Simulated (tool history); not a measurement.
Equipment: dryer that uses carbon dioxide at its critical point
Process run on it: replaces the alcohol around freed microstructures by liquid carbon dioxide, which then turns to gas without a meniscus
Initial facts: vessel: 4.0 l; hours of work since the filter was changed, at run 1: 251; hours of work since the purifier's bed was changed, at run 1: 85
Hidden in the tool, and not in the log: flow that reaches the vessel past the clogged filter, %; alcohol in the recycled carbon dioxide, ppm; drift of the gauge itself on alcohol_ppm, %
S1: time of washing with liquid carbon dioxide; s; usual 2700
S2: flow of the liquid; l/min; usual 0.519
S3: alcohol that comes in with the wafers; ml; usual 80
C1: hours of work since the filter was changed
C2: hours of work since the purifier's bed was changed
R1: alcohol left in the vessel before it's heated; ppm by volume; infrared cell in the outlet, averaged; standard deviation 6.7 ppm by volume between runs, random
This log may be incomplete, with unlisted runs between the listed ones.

{"run": 1, "day": 0.0, "S1": 2700, "S2": 0.519, "S3": 80, "C1": 251, "C2": 85, "R1": 394}
{"run": 2, "day": 0.367, "S1": 2700, "S2": 0.737, "S3": 80, "C1": 256, "C2": 90, "R1": 85}
{"run": 3, "day": 0.862, "S1": 2700, "S2": 0.519, "S3": 80, "C1": 262, "C2": 96, "R1": 386}
{"run": 4, "day": 1.15, "S1": 2700, "S2": 0.519, "S3": 80, "C1": 265, "C2": 99, "R1": 371}
{"run": 5, "day": 1.404, "S1": 2700, "S2": 0.519, "S3": 80, "C1": 268, "C2": 102, "R1": 389}
{"run": 6, "day": 1.871, "S1": 2700, "S2": 0.519, "S3": 80, "C1": 274, "C2": 108, "R1": 380}
{"run": 7, "day": 2.379, "S1": 2700, "S2": 0.519, "S3": 80, "C1": 280, "C2": 114, "R1": 390}
{"run": 8, "day": 2.704, "S1": 2700, "S2": 0.519, "S3": 80, "C1": 284, "C2": 118, "R1": 393}
{"run": 9, "day": 2.996, "S1": 2700, "S2": 0.48, "S3": 80, "C1": 287, "C2": 121, "R1": 534}
{"run": 10, "day": 3.329, "S1": 2700, "S2": 0.475, "S3": 80, "C1": 291, "C2": 125, "R1": 563}
{"run": 11, "day": 3.621, "S1": 2700, "S2": 0.475, "S3": 80, "C1": 295, "C2": 129, "R1": 566}
{"run": 12, "day": 3.938, "S1": 2700, "S2": 0.475, "S3": 80, "C1": 299, "C2": 133, "R1": 549}
{"run": 13, "day": 4.238, "S1": 1860, "S2": 0.389, "S3": 33, "C1": 302, "C2": 136, "R1": 1135}
{"run": 14, "day": 4.679, "S1": 3000, "S2": 0.489, "S3": 33, "C1": 308, "C2": 142, "R1": 174}
{"run": 15, "day": 5.033, "S1": 2700, "S2": 0.519, "S3": 24, "C1": 312, "C2": 146, "R1": 162}
{"run": 16, "day": 5.354, "S1": 4200, "S2": 0.535, "S3": 80, "C1": 316, "C2": 150, "R1": 90}
{"run": 17, "day": 5.779, "S1": 2700, "S2": 0.743, "S3": 80, "C1": 321, "C2": 155, "R1": 108}
{"run": 18, "day": 6.158, "S1": 1800, "S2": 0.519, "S3": 85, "C1": 325, "C2": 159, "R1": 1520}
{"run": 19, "day": 6.396, "S1": 1800, "S2": 0.519, "S3": 85, "C1": 328, "C2": 162, "R1": 1513}
{"run": 20, "day": 6.908, "S1": 1740, "S2": 0.753, "S3": 85, "C1": 334, "C2": 168, "R1": 497}
{"run": 21, "day": 7.392, "S1": 2040, "S2": 0.421, "S3": 80, "C1": 340, "C2": 174, "R1": 1815}

What if the next run were any one of these 3? Each begins from the tool's condition after run 21:
{"run": "A", "day": 7.708, "S1": 4200, "S2": 0.653, "S3": 41, "C1": 344, "C2": 178, "R1": "?"}
{"run": "B", "day": 7.708, "S1": 2460, "S2": 0.737, "S3": 80, "C1": 344, "C2": 178, "R1": "?"}
{"run": "C", "day": 7.708, "S1": 2700, "S2": 0.609, "S3": 80, "C1": 344, "C2": 178, "R1": "?"}

run=A R1=62
run=B R1=164
run=C R1=233
Take away the tool's hidden state, keep each run's random variation, and the runs would have read:
run=A R1=6
run=B R1=85
run=C R1=137
